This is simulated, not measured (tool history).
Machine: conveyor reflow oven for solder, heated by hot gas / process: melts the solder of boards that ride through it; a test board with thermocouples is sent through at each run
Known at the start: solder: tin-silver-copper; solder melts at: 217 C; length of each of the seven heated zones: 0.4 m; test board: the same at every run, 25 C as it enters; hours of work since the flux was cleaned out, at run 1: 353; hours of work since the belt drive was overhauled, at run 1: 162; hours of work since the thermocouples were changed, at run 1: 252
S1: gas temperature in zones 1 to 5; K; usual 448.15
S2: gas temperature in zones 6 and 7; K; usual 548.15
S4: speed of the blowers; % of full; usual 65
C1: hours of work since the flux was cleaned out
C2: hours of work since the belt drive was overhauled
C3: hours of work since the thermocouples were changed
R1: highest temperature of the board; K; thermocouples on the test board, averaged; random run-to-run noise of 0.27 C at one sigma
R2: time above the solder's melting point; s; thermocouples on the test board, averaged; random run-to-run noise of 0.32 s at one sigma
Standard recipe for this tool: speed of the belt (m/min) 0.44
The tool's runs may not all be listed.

run 1 hour=0 | S1=448.15 S2=548.15 speed_of_the_belt_(m/min)=0.44 S4=65 | C1=353 C2=162 C3=252 | R1=524.75 R2=79.4
run 2 hour=27 | S1=448.15 S2=548.15 speed_of_the_belt_(m/min)=0.478 S4=65 | C1=374 C2=183 C3=274 | R1=521.45 R2=68.6
run 3 hour=59.2 | S1=448.15 S2=548.15 speed_of_the_belt_(m/min)=0.478 S4=65 | C1=400 C2=209 C3=299 | R1=521.45 R2=67.5
run 4 hour=82.4 | S1=448.15 S2=548.15 speed_of_the_belt_(m/min)=0.44 S4=65 | C1=418 C2=227 C3=317 | R1=524.35 R2=78.7
run 5 hour=115.5 | S1=448.15 S2=548.15 speed_of_the_belt_(m/min)=0.44 S4=65 | C1=444 C2=253 C3=344 | R1=524.05 R2=77.7
-- hour=145.3 flux residue cleaned out of gas plates and filters
run 6 hour=161.6 | S1=448.15 S2=548.15 speed_of_the_belt_(m/min)=0.44 S4=65 | C1=13 C2=286 C3=376 | R1=522.05 R2=77.2
run 7 hour=183.6 | S1=448.15 S2=548.15 speed_of_the_belt_(m/min)=0.44 S4=65 | C1=30 C2=303 C3=393 | R1=522.75 R2=76.3
run 8 hour=209.7 | S1=448.15 S2=548.15 speed_of_the_belt_(m/min)=0.44 S4=65 | C1=51 C2=324 C3=414 | R1=522.15 R2=76.5
run 9 hour=244.1 | S1=448.15 S2=548.15 speed_of_the_belt_(m/min)=0.44 S4=66 | C1=78 C2=351 C3=441 | R1=522.25 R2=76.1
run 10 hour=263.7 | S1=448.15 S2=548.15 speed_of_the_belt_(m/min)=0.44 S4=66 | C1=93 C2=366 C3=457 | R1=522.85 R2=76.2
run 11 hour=304.7 | S1=448.15 S2=548.15 speed_of_the_belt_(m/min)=0.44 S4=66 | C1=126 C2=399 C3=489 | R1=521.75 R2=75.8
-- hour=340 thermocouples of zones 6 and 7 changed
run 12 hour=340 | S1=448.15 S2=548.15 speed_of_the_belt_(m/min)=0.44 S4=65 | C1=152 C2=425 C3=0 | R1=523.35 R2=76.7
-- hour=370 flux residue cleaned out of gas plates and filters, once more
run 13 hour=380 | S1=448.15 S2=548.15 speed_of_the_belt_(m/min)=0.44 S4=65 | C1=8 C2=453 C3=28 | R1=527.55 R2=83.2
run 14 hour=420 | S1=448.15 S2=548.15 speed_of_the_belt_(m/min)=0.44 S4=65 | C1=40 C2=484 C3=59 | R1=527.75 R2=83.5
run 15 hour=462.4 | S1=441.15 S2=548.15 speed_of_the_belt_(m/min)=0.44 S4=65 | C1=73 C2=518 C3=93 | R1=525.45 R2=78
run 16 hour=483.7 | S1=433.15 S2=537.15 speed_of_the_belt_(m/min)=0.44 S4=65 | C1=90 C2=534 C3=110 | R1=514.75 R2=60.8
run 17 hour=510.2 | S1=437.15 S2=559.15 speed_of_the_belt_(m/min)=0.44 S4=65 | C1=111 C2=555 C3=131 | R1=533.55 R2=84
run 18 hour=548.6 | S1=437.15 S2=559.15 speed_of_the_belt_(m/min)=0.44 S4=65 | C1=141 C2=586 C3=161 | R1=533.75 R2=83.4
run 19 hour=566.5 | S1=437.15 S2=559.15 speed_of_the_belt_(m/min)=0.44 S4=65 | C1=155 C2=600 C3=175 | R1=533.25 R2=83.9
run 20 hour=584.5 | S1=448.15 S2=546.15 speed_of_the_belt_(m/min)=0.489 S4=65 | C1=169 C2=614 C3=189 | R1=520.65 R2=66.1
run 21 hour=621.1 | S1=437.15 S2=546.15 speed_of_the_belt_(m/min)=0.489 S4=65 | C1=198 C2=643 C3=218 | R1=517.55 R2=57.8
run 22 hour=647.3 | S1=459.15 S2=548.15 speed_of_the_belt_(m/min)=0.431 S4=65 | C1=219 C2=664 C3=239 | R1=528.95 R2=93.3
run 23 hour=677.7 | S1=459.15 S2=548.15 speed_of_the_belt_(m/min)=0.431 S4=65 | C1=243 C2=688 C3=263 | R1=528.95 R2=93
run 24 hour=714.1 | S1=459.15 S2=548.15 speed_of_the_belt_(m/min)=0.431 S4=65 | C1=272 C2=716 C3=292 | R1=528.65 R2=92.2
run 25 hour=750.9 | S1=459.15 S2=548.15 speed_of_the_belt_(m/min)=0.431 S4=65 | C1=301 C2=746 C3=321 | R1=527.55 R2=92.3
run 26 hour=787.9 | S1=459.15 S2=548.15 speed_of_the_belt_(m/min)=0.431 S4=65 | C1=330 C2=775 C3=350 | R1=527.55 R2=91.2
run 27 hour=826.2 | S1=444.15 S2=551.15 speed_of_the_belt_(m/min)=0.392 S4=79 | C1=360 C2=805 C3=380 | R1=534.55 R2=100.6
run 28 hour=861.6 | S1=448.15 S2=552.15 speed_of_the_belt_(m/min)=0.44 S4=65 | C1=388 C2=833 C3=408 | R1=527.45 R2=83.3
run 29 hour=893.4 | S1=448.15 S2=548.15 speed_of_the_belt_(m/min)=0.41 S4=65 | C1=413 C2=858 C3=433 | R1=526.65 R2=89.1
run 30 hour=916.7 | S1=448.15 S2=548.15 speed_of_the_belt_(m/min)=0.41 S4=65 | C1=432 C2=877 C3=452 | R1=526.35 R2=88.6

5 ways to go on from here, each from the tool as it stands after run 30. What would each give?
run A hour=948.5 | S1=448.15 S2=538.15 speed_of_the_belt_(m/min)=0.439 S4=65 | C1=457 C2=902 C3=477 | R1=? R2=?
run B hour=948.5 | S1=448.15 S2=548.15 speed_of_the_belt_(m/min)=0.41 S4=54 | C1=457 C2=902 C3=477 | R1=? R2=?
run C hour=948.5 | S1=448.15 S2=548.15 speed_of_the_belt_(m/min)=0.437 S4=69 | C1=457 C2=902 C3=477 | R1=? R2=?
run D hour=948.5 | S1=448.15 S2=550.15 speed_of_the_belt_(m/min)=0.413 S4=52 | C1=457 C2=902 C3=477 | R1=? R2=?
run E hour=948.5 | S1=448.15 S2=544.15 speed_of_the_belt_(m/min)=0.354 S4=60 | C1=457 C2=902 C3=477 | R1=? R2=?

run=A R1=515.85 R2=68.5
run=B R1=522.15 R2=82.2
run=C R1=525.45 R2=81.8
run=D R1=523.05 R2=81.9
run=E R1=526.65 R2=104.5
With no hidden state in the tool, these same runs would have given:
run=A R1=519.85 R2=74.4
run=B R1=525.85 R2=86.7
run=C R1=529.85 R2=86.2
run=D R1=526.65 R2=86.3
run=E R1=530.15 R2=108.3
